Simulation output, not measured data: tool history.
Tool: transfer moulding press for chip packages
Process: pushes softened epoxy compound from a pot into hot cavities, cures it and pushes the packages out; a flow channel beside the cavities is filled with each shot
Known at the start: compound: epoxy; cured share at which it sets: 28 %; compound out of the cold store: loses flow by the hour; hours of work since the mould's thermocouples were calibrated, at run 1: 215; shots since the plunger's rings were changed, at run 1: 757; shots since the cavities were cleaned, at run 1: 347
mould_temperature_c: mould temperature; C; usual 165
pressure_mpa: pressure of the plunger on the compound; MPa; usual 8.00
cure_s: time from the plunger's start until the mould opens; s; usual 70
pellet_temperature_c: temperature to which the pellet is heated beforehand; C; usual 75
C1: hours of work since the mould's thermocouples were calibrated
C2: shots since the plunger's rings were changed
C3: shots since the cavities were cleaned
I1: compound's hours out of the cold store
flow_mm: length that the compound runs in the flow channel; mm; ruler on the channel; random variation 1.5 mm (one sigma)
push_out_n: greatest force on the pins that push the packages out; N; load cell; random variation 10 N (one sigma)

Run 1, hour 0.0: usual settings; C1 215; C2 757; C3 347; I1 16.0. Result: flow_mm 569 mm, push_out_n 769 N.
At hour 7.4: cavities cleaned with cleaning compound and waxed.
Run 2, hour 12.8: usual settings but pellet_temperature_c 80 C; C1 220; C2 886; C3 61; I1 32.8. Result: flow_mm 514 mm, push_out_n 530 N.
Run 3, hour 30.2: usual settings but pellet_temperature_c 78 C; C1 228; C2 1085; C3 260; I1 21.9. Result: flow_mm 550 mm, push_out_n 698 N.
Run 4, hour 43.4: usual settings but mould_temperature_c 173 C; C1 234; C2 1234; C3 409; I1 10.2. Result: flow_mm 567 mm, push_out_n 545 N.
At hour 46.4: cavities cleaned with cleaning compound and waxed.
Run 5, hour 66.0: usual settings but mould_temperature_c 173 C; C1 244; C2 1475; C3 224; I1 19.2. Result: flow_mm 535 mm, push_out_n 451 N.
At hour 84.9: cavities cleaned with cleaning compound and waxed.
Run 6, hour 86.2: usual settings but mould_temperature_c 173 C; C1 253; C2 1688; C3 16; I1 24.5. Result: flow_mm 515 mm, push_out_n 354 N.
Run 7, hour 100.0: usual settings but mould_temperature_c 173 C; C1 260; C2 1845; C3 173; I1 47.2. Result: flow_mm 447 mm, push_out_n 421 N.
Run 8, hour 111.9: usual settings but mould_temperature_c 173 C; C1 265; C2 1981; C3 309; I1 46.7. Result: flow_mm 449 mm, push_out_n 484 N.
At hour 122.7: cavities cleaned with cleaning compound and waxed.
Run 9, hour 125.1: usual settings but mould_temperature_c 173 C; C1 271; C2 2113; C3 27; I1 9.5. Result: flow_mm 563 mm, push_out_n 369 N.
Run 10, hour 142.0: usual settings but mould_temperature_c 173 C; C1 279; C2 2306; C3 220; I1 33.5. Result: flow_mm 483 mm, push_out_n 462 N.
Run 11, hour 150.6: usual settings; C1 283; C2 2403; C3 317; I1 21.9. Result: flow_mm 536 mm, push_out_n 760 N.
At hour 160.9: cavities cleaned with cleaning compound and waxed.
Run 12, hour 167.1: usual settings but pressure_mpa 6.80 MPa; C1 290; C2 2574; C3 71; I1 35.4. Result: flow_mm 449 mm, push_out_n 540 N.
Run 13, hour 184.9: usual settings but pressure_mpa 8.54 MPa, pellet_temperature_c 78 C; C1 298; C2 2777; C3 274; I1 9.0. Result: flow_mm 594 mm, push_out_n 729 N.
Run 14, hour 196.6: usual settings but pressure_mpa 9.14 MPa, pellet_temperature_c 70 C; C1 304; C2 2910; C3 407; I1 10.6. Result: flow_mm 609 mm, push_out_n 851 N.
At hour 200.0: cavities cleaned with cleaning compound and waxed.
Run 15, hour 208.5: usual settings but pressure_mpa 6.16 MPa, pellet_temperature_c 82 C; C1 309; C2 3028; C3 96; I1 45.1. Result: flow_mm 400 mm, push_out_n 542 N.
At hour 212.7: plunger's sealing rings changed.
Run 16, hour 223.6: usual settings but mould_temperature_c 167 C, pellet_temperature_c 73 C; C1 315; C2 124; C3 239; I1 38.9. Result: flow_mm 498 mm, push_out_n 599 N.
Run 17, hour 236.5: usual settings but mould_temperature_c 160 C; C1 321; C2 272; C3 387; I1 25.7. Result: flow_mm 552 mm, push_out_n 1161 N.
At hour 241.2: cavities cleaned with cleaning compound and waxed.
Run 18, hour 255.8: usual settings but mould_temperature_c 158 C, cure_s 83 s; C1 329; C2 474; C3 166; I1 47.1. Result: flow_mm 491 mm, push_out_n 686 N.
At hour 259.7: mould's thermocouples calibrated.
Run 19, hour 268.3: usual settings but mould_temperature_c 158 C, pressure_mpa 9.02 MPa, cure_s 83 s, pellet_temperature_c 68 C; C1 4; C2 594; C3 286; I1 10.1. Result: flow_mm 651 mm, push_out_n 873 N.
At hour 281.4: cavities cleaned with cleaning compound and waxed.
Run 20, hour 287.4: usual settings but mould_temperature_c 158 C, pressure_mpa 9.02 MPa, cure_s 83 s, pellet_temperature_c 68 C; C1 12; C2 794; C3 68; I1 43.8. Result: flow_mm 525 mm, push_out_n 590 N.
Run 21, hour 300.1: usual settings but mould_temperature_c 168 C, pressure_mpa 6.11 MPa, cure_s 99 s, pellet_temperature_c 67 C; C1 18; C2 939; C3 213; I1 35.6. Result: flow_mm 436 mm, push_out_n 441 N.
At hour 319.4: cavities cleaned with cleaning compound and waxed.
Run 22, hour 319.4: usual settings but mould_temperature_c 168 C, pressure_mpa 6.11 MPa, cure_s 99 s, pellet_temperature_c 67 C; C1 27; C2 1141; C3 0; I1 33.2. Result: flow_mm 440 mm, push_out_n 331 N.

4 ways to go on from here, each from the tool as it stands after run 22. What would each give?
Run A, hour 333.7: usual settings but mould_temperature_c 163 C, pressure_mpa 6.11 MPa, cure_s 108 s, pellet_temperature_c 67 C; C1 34; C2 1305; C3 164; I1 42.2. Result: flow_mm ?, push_out_n ?.
Run B, hour 333.7: usual settings but mould_temperature_c 167 C, pressure_mpa 9.63 MPa, pellet_temperature_c 76 C; C1 34; C2 1305; C3 164; I1 14.1. Result: flow_mm ?, push_out_n ?.
Run C, hour 333.7: usual settings but pressure_mpa 6.44 MPa; C1 34; C2 1305; C3 164; I1 22.9. Result: flow_mm ?, push_out_n ?.
Run D, hour 333.7: usual settings but pressure_mpa 7.67 MPa, pellet_temperature_c 83 C; C1 34; C2 1305; C3 164; I1 47.4. Result: flow_mm ?, push_out_n ?.

run  flow_mm  push_out_n
  A      424         427
  B      623         554
  C      483         620
  D      455         556
Without the tool's hidden state the same runs would have given:
run  flow_mm  push_out_n
  A      435         339
  B      638         429
  C      495         480
  D      466         433
